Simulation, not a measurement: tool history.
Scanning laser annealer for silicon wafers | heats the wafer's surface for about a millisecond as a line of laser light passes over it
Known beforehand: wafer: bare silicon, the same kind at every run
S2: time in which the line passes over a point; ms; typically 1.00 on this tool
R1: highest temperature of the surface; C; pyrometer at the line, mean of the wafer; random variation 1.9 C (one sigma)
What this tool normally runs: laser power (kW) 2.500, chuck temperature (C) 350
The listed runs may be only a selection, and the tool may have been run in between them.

run 1 hour=0.0 | laser_power_(kW)=2.500 S2=1.00 chuck_temperature_(C)=350 | R1=1124
-- hour=9.4 window over the wafer cleaned
run 2 hour=50.3 | laser_power_(kW)=2.636 S2=1.00 chuck_temperature_(C)=350 | R1=1201
run 3 hour=130.0 | laser_power_(kW)=2.636 S2=1.00 chuck_temperature_(C)=350 | R1=1201
run 4 hour=198.6 | laser_power_(kW)=2.500 S2=1.00 chuck_temperature_(C)=350 | R1=1159
run 5 hour=282.3 | laser_power_(kW)=2.500 S2=1.00 chuck_temperature_(C)=350 | R1=1152
run 6 hour=331.8 | laser_power_(kW)=2.500 S2=1.00 chuck_temperature_(C)=350 | R1=1153
run 7 hour=391.6 | laser_power_(kW)=2.500 S2=1.00 chuck_temperature_(C)=350 | R1=1153
run 8 hour=458.5 | laser_power_(kW)=2.500 S2=0.79 chuck_temperature_(C)=350 | R1=1048
-- hour=469.4 laser's power meter calibrated
run 9 hour=541.3 | laser_power_(kW)=2.500 S2=1.00 chuck_temperature_(C)=350 | R1=1149
run 10 hour=578.0 | laser_power_(kW)=2.500 S2=1.00 chuck_temperature_(C)=350 | R1=1150
run 11 hour=650.1 | laser_power_(kW)=2.500 S2=1.00 chuck_temperature_(C)=350 | R1=1147
run 12 hour=714.4 | laser_power_(kW)=2.500 S2=1.00 chuck_temperature_(C)=350 | R1=1148
run 13 hour=785.7 | laser_power_(kW)=2.500 S2=1.00 chuck_temperature_(C)=345 | R1=1138
run 14 hour=858.8 | laser_power_(kW)=2.500 S2=1.00 chuck_temperature_(C)=345 | R1=1138
run 15 hour=913.7 | laser_power_(kW)=2.500 S2=1.02 chuck_temperature_(C)=350 | R1=1153
-- hour=932.0 laser's power meter calibrated, once more
run 16 hour=1002.5 | laser_power_(kW)=2.500 S2=1.02 chuck_temperature_(C)=350 | R1=1144
run 17 hour=1082.9 | laser_power_(kW)=2.214 S2=1.01 chuck_temperature_(C)=345 | R1=1050
run 18 hour=1161.6 | laser_power_(kW)=2.214 S2=1.15 chuck_temperature_(C)=345 | R1=1095
run 19 hour=1219.9 | laser_power_(kW)=2.214 S2=0.79 chuck_temperature_(C)=345 | R1=952
run 20 hour=1255.7 | laser_power_(kW)=2.276 S2=1.00 chuck_temperature_(C)=385 | R1=1098
-- hour=1316.3 optics aligned, line set to its width
run 21 hour=1318.8 | laser_power_(kW)=2.276 S2=1.00 chuck_temperature_(C)=385 | R1=1102
run 22 hour=1406.7 | laser_power_(kW)=2.276 S2=1.00 chuck_temperature_(C)=385 | R1=1101
run 23 hour=1480.6 | laser_power_(kW)=2.242 S2=1.15 chuck_temperature_(C)=380 | R1=1145
run 24 hour=1529.9 | laser_power_(kW)=2.659 S2=1.13 chuck_temperature_(C)=364 | R1=1255
run 25 hour=1595.3 | laser_power_(kW)=2.594 S2=1.00 chuck_temperature_(C)=350 | R1=1158
-- hour=1621.4 window over the wafer cleaned
run 26 hour=1664.9 | laser_power_(kW)=2.594 S2=1.00 chuck_temperature_(C)=350 | R1=1194
run 27 hour=1751.7 | laser_power_(kW)=2.360 S2=1.16 chuck_temperature_(C)=350 | R1=1186

Below are 4 alternative next runs, each starting from the tool's condition after run 27. Predict each:
run A hour=1823.1 | laser_power_(kW)=2.480 S2=0.79 chuck_temperature_(C)=340 | R1=?
run B hour=1823.1 | laser_power_(kW)=2.677 S2=0.89 chuck_temperature_(C)=385 | R1=?
run C hour=1823.1 | laser_power_(kW)=2.162 S2=1.16 chuck_temperature_(C)=350 | R1=?
run D hour=1823.1 | laser_power_(kW)=2.354 S2=1.16 chuck_temperature_(C)=350 | R1=?

run=A R1=1044
run=B R1=1194
run=C R1=1114
run=D R1=1182
The same runs, with their run-to-run variation unchanged, on a tool lacking any hidden condition would have given:
run=A R1=1046
run=B R1=1197
run=C R1=1117
run=D R1=1185
